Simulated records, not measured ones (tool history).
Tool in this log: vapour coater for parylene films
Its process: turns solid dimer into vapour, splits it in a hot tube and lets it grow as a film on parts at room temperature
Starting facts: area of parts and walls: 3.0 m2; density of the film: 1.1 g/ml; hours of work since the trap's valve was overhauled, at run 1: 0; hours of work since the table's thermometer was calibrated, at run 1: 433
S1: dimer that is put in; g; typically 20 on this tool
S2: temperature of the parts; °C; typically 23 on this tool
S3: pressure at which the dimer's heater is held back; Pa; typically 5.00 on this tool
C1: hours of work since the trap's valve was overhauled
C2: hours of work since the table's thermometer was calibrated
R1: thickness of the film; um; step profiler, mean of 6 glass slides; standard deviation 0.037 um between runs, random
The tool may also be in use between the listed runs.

| run | day | S1 | S2 | S3 | C1 | C2 | R1 |
|---|---|---|---|---|---|---|---|
| 1 | 0.000 | 20 | 23 | 5.00 | 0 | 433 | 3.87 |
| 2 | 1.371 | 20 | 23 | 5.00 | 25 | 458 | 3.78 |
| 3 | 3.012 | 20 | 23 | 5.00 | 54 | 487 | 3.69 |
| 4 | 4.121 | 14 | 23 | 5.00 | 74 | 507 | 2.52 |
| 5 | 6.288 | 20 | 23 | 9.28 | 113 | 546 | 3.21 |
| 6 | 7.288 | 20 | 23 | 9.28 | 131 | 564 | 3.17 |
| 7 | 9.658 | 20 | 20 | 5.00 | 173 | 606 | 3.54 |
| 8 | 11.567 | 20 | 20 | 5.00 | 207 | 641 | 3.51 |
|  | 13.288 | trap's valve overhauled |
| 9 | 13.917 | 11 | 20 | 5.00 | 11 | 680 | 2.21 |
| 10 | 15.488 | 20 | 17 | 5.00 | 39 | 708 | 4.10 |
| 11 | 17.975 | 20 | 17 | 5.00 | 84 | 753 | 3.93 |
| 12 | 20.188 | 20 | 17 | 5.00 | 124 | 792 | 3.90 |
| 13 | 21.500 | 29 | 23 | 5.00 | 147 | 816 | 5.01 |
| 14 | 22.979 | 20 | 23 | 5.00 | 174 | 842 | 3.39 |
| 15 | 24.625 | 20 | 23 | 5.00 | 203 | 872 | 3.36 |
| 16 | 26.071 | 20 | 23 | 5.00 | 229 | 898 | 3.33 |
|  | 26.567 | trap's valve overhauled |
| 17 | 28.217 | 20 | 23 | 5.00 | 30 | 933 | 3.71 |
| 18 | 29.454 | 20 | 23 | 5.00 | 52 | 955 | 3.63 |
| 19 | 31.792 | 20 | 23 | 5.44 | 94 | 997 | 3.53 |
| 20 | 33.088 | 20 | 23 | 7.73 | 117 | 1020 | 3.30 |
|  | 33.842 | table's thermometer calibrated |
| 21 | 34.733 | 16 | 23 | 7.73 | 146 | 16 | 2.64 |
| 22 | 36.833 | 16 | 23 | 7.73 | 183 | 54 | 2.56 |
| 23 | 37.996 | 16 | 23 | 7.73 | 204 | 75 | 2.59 |
|  | 39.829 | trap's valve overhauled |
| 24 | 40.050 | 20 | 23 | 2.94 | 4 | 108 | 4.22 |
| 25 | 41.683 | 20 | 23 | 11.61 | 33 | 138 | 3.35 |
| 26 | 42.767 | 11 | 23 | 6.71 | 53 | 157 | 1.99 |
| 27 | 45.208 | 11 | 23 | 6.71 | 96 | 201 | 1.96 |
| 28 | 47.417 | 19 | 23 | 4.43 | 136 | 240 | 3.43 |
| 29 | 48.417 | 19 | 23 | 4.43 | 154 | 258 | 3.40 |
| 30 | 49.500 | 19 | 23 | 4.43 | 173 | 278 | 3.32 |
| 31 | 50.600 | 19 | 23 | 4.09 | 193 | 297 | 3.32 |
| 32 | 52.750 | 19 | 23 | 4.09 | 232 | 336 | 3.20 |
|  | 53.062 | trap's valve overhauled |
| 33 | 53.946 | 19 | 23 | 4.09 | 16 | 354 | 3.72 |
| 34 | 55.025 | 13 | 22 | 4.09 | 35 | 374 | 2.55 |
| 35 | 56.467 | 34 | 17 | 5.00 | 61 | 400 | 6.90 |
| 36 | 58.175 | 28 | 30 | 6.66 | 92 | 430 | 4.36 |
| 37 | 60.567 | 28 | 30 | 6.66 | 135 | 473 | 4.21 |
| 38 | 62.529 | 13 | 18 | 3.84 | 170 | 508 | 2.50 |
| 39 | 64.358 | 13 | 18 | 3.84 | 203 | 541 | 2.37 |
| 40 | 65.662 | 22 | 17 | 7.52 | 226 | 565 | 3.80 |
|  | 66.346 | trap's valve overhauled |
| 41 | 67.442 | 10 | 22 | 5.00 | 20 | 593 | 1.94 |
| 42 | 69.150 | 15 | 23 | 8.91 | 50 | 624 | 2.54 |
| 43 | 70.833 | 15 | 23 | 8.91 | 80 | 654 | 2.49 |
| 44 | 72.988 | 35 | 19 | 5.00 | 119 | 693 | 6.68 |
| 45 | 75.121 | 35 | 19 | 5.00 | 157 | 731 | 6.48 |
| 46 | 76.254 | 17 | 19 | 3.15 | 178 | 751 | 3.28 |
| 47 | 77.429 | 19 | 23 | 2.07 | 199 | 772 | 3.64 |

For some of the steps in R1 from one run to the next: how much would appear even if the tool had no hidden state, given the settings, what came in and random variation, and how much remains for the hidden state plus any gauge scatter that the measured result and the result without hidden state don't share?
The hidden state here: vapour lost through the trap's worn valve, %; true temperature of the parts over the reading, C; drift of the gauge itself on film_um, %.
Run 8 -> 9: S1 20 -> 11, trap's valve overhauled. R1 -1.30 um: hidden state +0.52, all else -1.82.
Run 32 -> 33: trap's valve overhauled. R1 +0.52 um: hidden state +0.49, all else +0.03.
Run 34 -> 35: S1 13 -> 34, S2 22 -> 17, S3 4.09 -> 5.00. R1 +4.35 um: hidden state -0.27, all else +4.62.
Run 40 -> 41: S1 22 -> 10, S2 17 -> 22, S3 7.52 -> 5.00, trap's valve overhauled. R1 -1.86 um: hidden state +0.61, all else -2.47.
Run 43 -> 44: S1 15 -> 35, S2 23 -> 19, S3 8.91 -> 5.00. R1 +4.19 um: hidden state -0.46, all else +4.65.
Run 45 -> 46: S1 35 -> 17, S3 5.00 -> 3.15. R1 -3.20 um: hidden state +0.35, all else -3.55.
